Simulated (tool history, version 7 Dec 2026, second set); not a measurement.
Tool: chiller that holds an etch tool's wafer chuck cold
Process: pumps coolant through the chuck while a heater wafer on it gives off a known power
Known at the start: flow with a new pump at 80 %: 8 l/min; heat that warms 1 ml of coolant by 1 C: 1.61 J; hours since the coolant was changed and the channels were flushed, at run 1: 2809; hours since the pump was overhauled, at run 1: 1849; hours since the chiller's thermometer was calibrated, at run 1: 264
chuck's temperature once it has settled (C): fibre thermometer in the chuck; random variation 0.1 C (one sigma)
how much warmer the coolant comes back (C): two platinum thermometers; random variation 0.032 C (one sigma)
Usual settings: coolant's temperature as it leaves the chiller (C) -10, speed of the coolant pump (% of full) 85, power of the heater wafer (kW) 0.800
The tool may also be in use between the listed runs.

| run | day | coolant's temperature as it leaves the chiller (C) | speed of the coolant pump (% of full) | power of the heater wafer (kW) | hours since the coolant was changed and the channels were flushed | hours since the pump was overhauled | hours since the chiller's thermometer was calibrated | chuck's temperature once it has settled (C) | how much warmer the coolant comes back (C) |
|---|---|---|---|---|---|---|---|---|---|
| 1 | 0.000 | -10 | 85 | 0.800 | 2809 | 1849 | 264 | -3.58 | 3.48 |
| 2 | 4.133 | -10 | 85 | 0.513 | 2908 | 1948 | 363 | -5.87 | 2.25 |
| 3 | 8.308 | -10 | 85 | 1.035 | 3008 | 2048 | 463 | -1.58 | 4.57 |
| 4 | 10.788 | -10 | 85 | 1.035 | 3068 | 2108 | 523 | -1.67 | 4.55 |
| 5 | 13.442 | -10 | 85 | 0.720 | 3132 | 2172 | 586 | -3.91 | 3.16 |
| 6 | 18.196 | -10 | 85 | 0.720 | 3246 | 2286 | 701 | -4.14 | 3.19 |
| 7 | 21.708 | -10 | 85 | 0.720 | 3330 | 2370 | 785 | -3.94 | 3.15 |
|  | 23.412 | coolant changed, channels flushed |
| 8 | 24.879 | -10 | 85 | 0.720 | 35 | 2440 | 855 | -3.83 | 3.19 |
| 9 | 28.071 | -10 | 85 | 0.720 | 112 | 2517 | 932 | -3.93 | 3.16 |
| 10 | 31.008 | -10 | 85 | 0.720 | 182 | 2587 | 1002 | -4.05 | 3.16 |
| 11 | 34.275 | -2 | 62 | 0.800 | 261 | 2666 | 1080 | 7.17 | 4.90 |
| 12 | 38.625 | -14 | 62 | 1.019 | 365 | 2770 | 1185 | -2.76 | 6.16 |
| 13 | 41.667 | -10 | 62 | 1.012 | 438 | 2843 | 1258 | 1.05 | 6.14 |
| 14 | 44.542 | -10 | 86 | 0.776 | 507 | 2912 | 1327 | -3.54 | 3.40 |
|  | 46.442 | gauge calibrated |
| 15 | 48.092 | -10 | 86 | 0.776 | 592 | 2997 | 1412 | -4.01 | 3.35 |

4 ways to go on from here, each from the tool as it stands after run 15. What would each give?
| A | 51.054 | -2 | 86 | 0.776 | 663 | 3068 | 1483 | ? | ? |
| B | 51.054 | -10 | 86 | 0.707 | 663 | 3068 | 1483 | ? | ? |
| C | 51.054 | -10 | 86 | 1.062 | 663 | 3068 | 1483 | ? | ? |
| D | 51.054 | -10 | 86 | 0.403 | 663 | 3068 | 1483 | ? | ? |

| run | chuck's temperature once it has settled (C) | how much warmer the coolant comes back (C) |
|---|---|---|
| A | 4.18 | 3.38 |
| B | -4.42 | 3.08 |
| C | -1.48 | 4.62 |
| D | -6.91 | 1.74 |
Without the tool's hidden state the same runs would have given:
| run | chuck's temperature once it has settled (C) | how much warmer the coolant comes back (C) |
|---|---|---|
| A | 4.12 | 3.38 |
| B | -4.47 | 3.08 |
| C | -1.54 | 4.62 |
| D | -6.96 | 1.74 |
